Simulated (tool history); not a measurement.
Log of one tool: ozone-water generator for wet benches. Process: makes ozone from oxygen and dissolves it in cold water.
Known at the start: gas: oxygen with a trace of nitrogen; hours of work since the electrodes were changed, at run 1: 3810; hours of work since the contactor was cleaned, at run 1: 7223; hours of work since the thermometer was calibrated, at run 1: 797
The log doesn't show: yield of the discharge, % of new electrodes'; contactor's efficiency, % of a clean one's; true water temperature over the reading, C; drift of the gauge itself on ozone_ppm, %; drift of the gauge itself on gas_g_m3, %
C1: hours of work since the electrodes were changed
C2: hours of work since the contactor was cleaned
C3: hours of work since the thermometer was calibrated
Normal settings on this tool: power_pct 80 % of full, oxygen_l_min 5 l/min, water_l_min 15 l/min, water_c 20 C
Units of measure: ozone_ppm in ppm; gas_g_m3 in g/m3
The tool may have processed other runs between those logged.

run 1 hour=0 | power_pct=80 oxygen_l_min=5 water_l_min=15 water_c=20 | C1=3810 C2=7223 C3=797 | ozone_ppm=20.3 gas_g_m3=201
run 2 hour=113.4 | power_pct=50 oxygen_l_min=5 water_l_min=15 water_c=20 | C1=3920 C2=7333 C3=907 | ozone_ppm=15.1 gas_g_m3=150.1
run 3 hour=253.7 | power_pct=50 oxygen_l_min=5 water_l_min=15 water_c=20 | C1=4057 C2=7470 C3=1043 | ozone_ppm=15.3 gas_g_m3=151.3
run 4 hour=366.8 | power_pct=50 oxygen_l_min=5 water_l_min=15 water_c=20 | C1=4167 C2=7580 C3=1153 | ozone_ppm=15.1 gas_g_m3=148.7
run 5 hour=472 | power_pct=80 oxygen_l_min=5 water_l_min=15 water_c=20 | C1=4269 C2=7682 C3=1255 | ozone_ppm=19.9 gas_g_m3=198.8
run 6 hour=612.1 | power_pct=80 oxygen_l_min=5 water_l_min=15 water_c=20 | C1=4405 C2=7818 C3=1391 | ozone_ppm=19.6 gas_g_m3=199.7
run 7 hour=809.1 | power_pct=80 oxygen_l_min=5 water_l_min=15 water_c=20 | C1=4596 C2=8009 C3=1583 | ozone_ppm=19.8 gas_g_m3=198.2
run 8 hour=897.8 | power_pct=60 oxygen_l_min=2.66 water_l_min=19 water_c=20 | C1=4682 C2=8095 C3=1669 | ozone_ppm=12.3 gas_g_m3=212.4
-- hour=1016.1 contactor cleaned
run 9 hour=1096.6 | power_pct=72 oxygen_l_min=6.91 water_l_min=15 water_c=15 | C1=4872 C2=78 C3=1858 | ozone_ppm=22.9 gas_g_m3=160.3
run 10 hour=1269.3 | power_pct=72 oxygen_l_min=6.91 water_l_min=14 water_c=15 | C1=5040 C2=246 C3=2026 | ozone_ppm=23.6 gas_g_m3=160.6
run 11 hour=1397.9 | power_pct=79 oxygen_l_min=5 water_l_min=15 water_c=14 | C1=5164 C2=371 C3=2151 | ozone_ppm=23.4 gas_g_m3=194.3

4 options for the next run, each taken on its own from the tool as it stands now. Forecast them:
run A hour=1568.8 | power_pct=80 oxygen_l_min=3.39 water_l_min=15 water_c=12 | C1=5331 C2=537 C3=2317 | ozone_ppm=? gas_g_m3=?
run B hour=1568.8 | power_pct=44 oxygen_l_min=5 water_l_min=15 water_c=20 | C1=5331 C2=537 C3=2317 | ozone_ppm=? gas_g_m3=?
run C hour=1568.8 | power_pct=79 oxygen_l_min=3.99 water_l_min=15 water_c=14 | C1=5331 C2=537 C3=2317 | ozone_ppm=? gas_g_m3=?
run D hour=1568.8 | power_pct=79 oxygen_l_min=5 water_l_min=15 water_c=12 | C1=5331 C2=537 C3=2317 | ozone_ppm=? gas_g_m3=?

run=A ozone_ppm=22.3 gas_g_m3=226.5
run=B ozone_ppm=14.8 gas_g_m3=135.6
run=C ozone_ppm=22.4 gas_g_m3=209.7
run=D ozone_ppm=23.8 gas_g_m3=189.9
Stripped of hidden state, with their random variation kept, the same runs would have yielded:
run=A ozone_ppm=26.5 gas_g_m3=266.5
run=B ozone_ppm=16.6 gas_g_m3=150.6
run=C ozone_ppm=26.6 gas_g_m3=246.4
run=D ozone_ppm=28.3 gas_g_m3=223.3
